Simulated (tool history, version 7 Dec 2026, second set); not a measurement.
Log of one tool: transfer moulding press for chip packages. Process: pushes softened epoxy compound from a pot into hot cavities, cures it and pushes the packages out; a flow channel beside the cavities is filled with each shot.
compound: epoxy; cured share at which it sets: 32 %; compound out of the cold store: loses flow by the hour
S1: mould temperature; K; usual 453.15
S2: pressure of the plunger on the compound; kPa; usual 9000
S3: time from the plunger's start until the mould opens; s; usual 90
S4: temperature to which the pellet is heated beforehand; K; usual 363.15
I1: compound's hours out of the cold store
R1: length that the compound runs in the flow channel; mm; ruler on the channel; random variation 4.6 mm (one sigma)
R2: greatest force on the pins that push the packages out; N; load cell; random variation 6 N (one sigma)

run	hour	S1	S2	S3	S4	I1	R1	R2
1	0.0	453.15	9000	90	363.15	19.5	879	223
# hour 6.6: cavities cleaned with cleaning compound and waxed
2	7.4	453.15	9000	91	363.15	42.8	790	223
3	15.2	453.15	9000	91	363.15	37.5	814	225
4	25.7	453.15	9000	90	363.15	41.9	791	228
5	32.8	453.15	9000	90	363.15	40.7	799	216
6	42.9	453.15	9000	90	363.15	16.5	888	224
7	49.4	453.15	9000	90	363.15	47.3	774	217
8	57.9	453.15	9000	90	363.15	21.3	875	219
9	62.8	453.15	9000	90	363.15	47.0	777	223
# hour 71.3: cavities cleaned with cleaning compound and waxed
10	72.1	453.15	9000	90	363.15	30.3	850	226
11	78.3	453.15	9000	90	363.15	12.0	908	228
12	87.4	453.15	9000	90	363.15	19.1	879	220
# hour 97.0: plunger's sealing rings changed
13	100.5	453.15	9000	90	363.15	33.3	827	217
14	107.1	453.15	8330	127	364.15	30.6	803	197
15	116.7	453.15	8330	127	364.15	16.8	862	202
16	126.4	459.15	9000	80	363.15	15.1	893	226
17	131.6	459.15	9000	80	363.15	45.2	775	206
# hour 138.6: cavities cleaned with cleaning compound and waxed
18	140.6	459.15	9000	80	363.15	40.2	793	210
19	148.8	453.15	9920	120	371.15	43.5	829	196
20	155.6	453.15	9920	120	371.15	11.6	960	199
21	164.0	447.15	9000	86	354.15	46.7	787	284
22	174.4	447.15	9000	86	354.15	42.4	792	311
23	179.3	453.15	9000	95	358.15	24.0	858	215
24	187.4	451.15	9000	95	360.15	31.4	836	219

Forecast each of these 4 alternatives for the next run:
A	195.7	446.15	9340	117	363.15	41.9	?	?
B	195.7	451.15	8680	106	362.15	31.0	?	?
C	195.7	451.15	8490	95	360.15	47.0	?	?
D	195.7	453.15	9000	74	363.15	14.6	?	?

run	R1	R2
A	827	219
B	828	219
C	759	229
D	905	296
Without the tool's hidden state the same runs would have given:
run	R1	R2
A	827	216
B	828	217
C	759	226
D	905	293
